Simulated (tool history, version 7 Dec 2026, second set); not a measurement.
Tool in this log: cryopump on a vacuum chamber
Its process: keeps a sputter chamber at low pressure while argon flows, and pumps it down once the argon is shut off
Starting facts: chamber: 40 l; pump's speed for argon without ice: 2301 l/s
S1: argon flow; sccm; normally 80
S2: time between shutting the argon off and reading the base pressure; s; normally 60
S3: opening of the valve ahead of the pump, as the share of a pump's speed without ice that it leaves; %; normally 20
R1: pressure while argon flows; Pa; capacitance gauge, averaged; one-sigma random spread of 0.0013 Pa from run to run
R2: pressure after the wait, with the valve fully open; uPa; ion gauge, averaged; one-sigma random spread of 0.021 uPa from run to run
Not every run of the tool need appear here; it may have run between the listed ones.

run    hour  S1   S2  S3      R1    R2
  1       0  80   60  20  0.3036  1.44
  2    70.8  80   60  20  0.3041  1.53
      112.7  -- pump warmed up, emptied and cooled again
  3   128.3  80   60  20  0.2952   1.4
  4   209.1  45   60  20  0.1685  1.48
  5   282.9  45   60  20  0.1704  1.47
  6   346.5  80   60  56  0.1146  1.56
  7   448.4  43   60  20  0.1654  1.65
      519.4  -- pump warmed up, emptied and cooled again
  8   521.9  43   60  20  0.1593  1.42
  9   575.1  43   60  20  0.1595  1.47
 10   664.2  43   60  20  0.1627  1.58
 11   748.8  75   60  20  0.2838  1.67
 12     834  80  137  20  0.3067  1.57
 13     883  80  137  20  0.3081   1.6
      921.2  -- pump warmed up, emptied and cooled again
 14   976.6  80  137  20  0.2963   1.4
 15  1059.1  80  137  20   0.299  1.49
 16  1140.6  80  137  20  0.3023   1.6
 17  1193.1  80  137  20  0.3053  1.66
 18  1245.4  98   60  25  0.3058   1.9
 19  1299.6  98   60  25  0.3083  1.92
     1323.4  -- pump warmed up, emptied and cooled again
 20  1368.7  98   60  25  0.2932  1.72
 21  1461.8  52  217  16  0.2432  1.51
 22  1553.9  80   27  60  0.1079  2.34
       1584  -- leaking fittings of the chamber tightened, without venting
 23  1654.2  46   60  35  0.1051  0.57

Run 24 has not been measured yet. What should we expect?
 24  1719.9  46  60  35   ?   ?

Logged for run 24: R1 0.1071 Pa, R2 0.58 uPa.
Take away the tool's hidden state, keep the run-to-run variation as it was, and the same run would have given R1 0.0974 Pa, R2 0.49 uPa.
